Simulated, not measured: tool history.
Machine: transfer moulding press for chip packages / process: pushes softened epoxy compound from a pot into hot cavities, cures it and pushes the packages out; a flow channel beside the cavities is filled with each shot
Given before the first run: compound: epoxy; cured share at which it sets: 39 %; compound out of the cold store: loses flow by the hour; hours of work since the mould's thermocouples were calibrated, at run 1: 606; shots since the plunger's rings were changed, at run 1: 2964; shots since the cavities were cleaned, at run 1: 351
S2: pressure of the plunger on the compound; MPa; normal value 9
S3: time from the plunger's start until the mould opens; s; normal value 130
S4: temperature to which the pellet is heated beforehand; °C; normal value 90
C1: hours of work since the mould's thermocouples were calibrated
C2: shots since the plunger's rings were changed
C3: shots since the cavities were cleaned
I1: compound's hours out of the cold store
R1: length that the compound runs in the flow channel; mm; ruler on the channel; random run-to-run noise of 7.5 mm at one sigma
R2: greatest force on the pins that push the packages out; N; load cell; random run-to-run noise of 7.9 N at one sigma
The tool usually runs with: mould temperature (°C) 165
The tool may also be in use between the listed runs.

{"run": 1, "hour": 0.0, "mould temperature (°C)": 165, "S2": 9, "S3": 130, "S4": 90, "C1": 606, "C2": 2964, "C3": 351, "I1": 24.8, "R1": 792, "R2": 432}
{"run": 2, "hour": 20.5, "mould temperature (°C)": 165, "S2": 9, "S3": 130, "S4": 90, "C1": 620, "C2": 3169, "C3": 556, "I1": 34, "R1": 770, "R2": 461}
{"hour": 25.4, "done": "cavities cleaned with cleaning compound and waxed"}
{"run": 3, "hour": 43.7, "mould temperature (°C)": 161, "S2": 9, "S3": 130, "S4": 90, "C1": 634, "C2": 3385, "C3": 183, "I1": 24.8, "R1": 812, "R2": 694}
{"run": 4, "hour": 64.7, "mould temperature (°C)": 165, "S2": 9, "S3": 130, "S4": 90, "C1": 648, "C2": 3595, "C3": 393, "I1": 15.9, "R1": 822, "R2": 585}
{"hour": 70.4, "done": "cavities cleaned with cleaning compound and waxed, once more"}
{"run": 5, "hour": 82.8, "mould temperature (°C)": 165, "S2": 9, "S3": 130, "S4": 90, "C1": 659, "C2": 3760, "C3": 123, "I1": 12.4, "R1": 821, "R2": 375}
{"run": 6, "hour": 101.3, "mould temperature (°C)": 165, "S2": 9, "S3": 130, "S4": 90, "C1": 671, "C2": 3945, "C3": 308, "I1": 23.7, "R1": 792, "R2": 415}
{"run": 7, "hour": 113.1, "mould temperature (°C)": 165, "S2": 9, "S3": 130, "S4": 90, "C1": 678, "C2": 4063, "C3": 426, "I1": 20, "R1": 809, "R2": 435}
{"run": 8, "hour": 124.2, "mould temperature (°C)": 165, "S2": 9, "S3": 130, "S4": 95, "C1": 686, "C2": 4174, "C3": 537, "I1": 16.7, "R1": 803, "R2": 453}
{"hour": 130.9, "done": "cavities cleaned with cleaning compound and waxed"}
{"run": 9, "hour": 145.7, "mould temperature (°C)": 165, "S2": 6.83, "S3": 130, "S4": 90, "C1": 699, "C2": 4374, "C3": 148, "I1": 16.9, "R1": 702, "R2": 383}
{"run": 10, "hour": 159.0, "mould temperature (°C)": 165, "S2": 6.83, "S3": 130, "S4": 90, "C1": 707, "C2": 4507, "C3": 281, "I1": 10.2, "R1": 735, "R2": 426}
{"run": 11, "hour": 181.8, "mould temperature (°C)": 165, "S2": 6.83, "S3": 130, "S4": 90, "C1": 722, "C2": 4734, "C3": 508, "I1": 38.6, "R1": 630, "R2": 452}
{"hour": 191.9, "done": "cavities cleaned with cleaning compound and waxed"}
{"run": 12, "hour": 205.9, "mould temperature (°C)": 165, "S2": 7.38, "S3": 130, "S4": 90, "C1": 737, "C2": 4960, "C3": 140, "I1": 31, "R1": 680, "R2": 355}
{"run": 13, "hour": 230.5, "mould temperature (°C)": 165, "S2": 9, "S3": 169, "S4": 90, "C1": 753, "C2": 5205, "C3": 385, "I1": 16.5, "R1": 797, "R2": 373}
{"hour": 252.8, "done": "cavities cleaned with cleaning compound and waxed"}
{"run": 14, "hour": 252.8, "mould temperature (°C)": 165, "S2": 9, "S3": 169, "S4": 90, "C1": 767, "C2": 5413, "C3": 0, "I1": 23.3, "R1": 770, "R2": 281}
{"hour": 275.2, "done": "mould's thermocouples calibrated"}
{"run": 15, "hour": 280.4, "mould temperature (°C)": 165, "S2": 8.09, "S3": 130, "S4": 90, "C1": 3, "C2": 5669, "C3": 256, "I1": 19.5, "R1": 736, "R2": 425}
{"run": 16, "hour": 294.6, "mould temperature (°C)": 165, "S2": 8.09, "S3": 130, "S4": 90, "C1": 13, "C2": 5811, "C3": 398, "I1": 22.1, "R1": 730, "R2": 464}
{"hour": 314.5, "done": "cavities cleaned with cleaning compound and waxed"}
{"run": 17, "hour": 314.5, "mould temperature (°C)": 165, "S2": 8.09, "S3": 130, "S4": 90, "C1": 25, "C2": 5994, "C3": 0, "I1": 24.5, "R1": 727, "R2": 337}
{"hour": 323.1, "done": "plunger's sealing rings changed"}
{"run": 18, "hour": 339.4, "mould temperature (°C)": 165, "S2": 9, "S3": 130, "S4": 90, "C1": 39, "C2": 163, "C3": 224, "I1": 21.5, "R1": 862, "R2": 403}
{"run": 19, "hour": 361.8, "mould temperature (°C)": 165, "S2": 9, "S3": 130, "S4": 90, "C1": 54, "C2": 386, "C3": 447, "I1": 41.5, "R1": 773, "R2": 465}
{"run": 20, "hour": 375.1, "mould temperature (°C)": 169, "S2": 9, "S3": 130, "S4": 90, "C1": 63, "C2": 519, "C3": 580, "I1": 16.1, "R1": 849, "R2": 431}
{"hour": 378.8, "done": "cavities cleaned with cleaning compound and waxed"}
{"run": 21, "hour": 397.4, "mould temperature (°C)": 162, "S2": 9, "S3": 130, "S4": 90, "C1": 76, "C2": 727, "C3": 185, "I1": 20.1, "R1": 869, "R2": 487}
{"run": 22, "hour": 420.9, "mould temperature (°C)": 162, "S2": 9, "S3": 130, "S4": 90, "C1": 92, "C2": 962, "C3": 420, "I1": 46.9, "R1": 765, "R2": 528}
{"run": 23, "hour": 433.2, "mould temperature (°C)": 162, "S2": 9, "S3": 130, "S4": 90, "C1": 100, "C2": 1084, "C3": 542, "I1": 34.1, "R1": 808, "R2": 594}
{"hour": 439.9, "done": "cavities cleaned with cleaning compound and waxed"}
{"run": 24, "hour": 457.7, "mould temperature (°C)": 162, "S2": 9, "S3": 130, "S4": 90, "C1": 115, "C2": 1315, "C3": 179, "I1": 32.4, "R1": 817, "R2": 482}
{"run": 25, "hour": 475.6, "mould temperature (°C)": 162, "S2": 9, "S3": 130, "S4": 90, "C1": 126, "C2": 1493, "C3": 357, "I1": 17, "R1": 874, "R2": 525}
{"run": 26, "hour": 490.9, "mould temperature (°C)": 166, "S2": 7.67, "S3": 130, "S4": 90, "C1": 136, "C2": 1645, "C3": 509, "I1": 28, "R1": 746, "R2": 455}
{"hour": 500.0, "done": "cavities cleaned with cleaning compound and waxed"}
{"run": 27, "hour": 518.2, "mould temperature (°C)": 166, "S2": 7.67, "S3": 130, "S4": 90, "C1": 153, "C2": 1903, "C3": 182, "I1": 34.3, "R1": 722, "R2": 380}
{"run": 28, "hour": 535.4, "mould temperature (°C)": 165, "S2": 10.1, "S3": 160, "S4": 90, "C1": 165, "C2": 2075, "C3": 354, "I1": 38.8, "R1": 813, "R2": 384}

3 ways to go on from here, each from the tool as it stands after run 28. What would each give?
{"run": "A", "hour": 553.3, "mould temperature (°C)": 165, "S2": 7.04, "S3": 160, "S4": 90, "C1": 176, "C2": 2254, "C3": 533, "I1": 13.5, "R1": "?", "R2": "?"}
{"run": "B", "hour": 553.3, "mould temperature (°C)": 170, "S2": 9.18, "S3": 160, "S4": 90, "C1": 176, "C2": 2254, "C3": 533, "I1": 30.2, "R1": "?", "R2": "?"}
{"run": "C", "hour": 553.3, "mould temperature (°C)": 165, "S2": 8.72, "S3": 160, "S4": 91, "C1": 176, "C2": 2254, "C3": 533, "I1": 41.7, "R1": "?", "R2": "?"}

run=A R1=756 R2=388
run=B R1=802 R2=401
run=C R1=750 R2=420
What these runs would have given with no unlogged condition in the tool:
run=A R1=790 R2=270
run=B R1=838 R2=279
run=C R1=783 R2=297
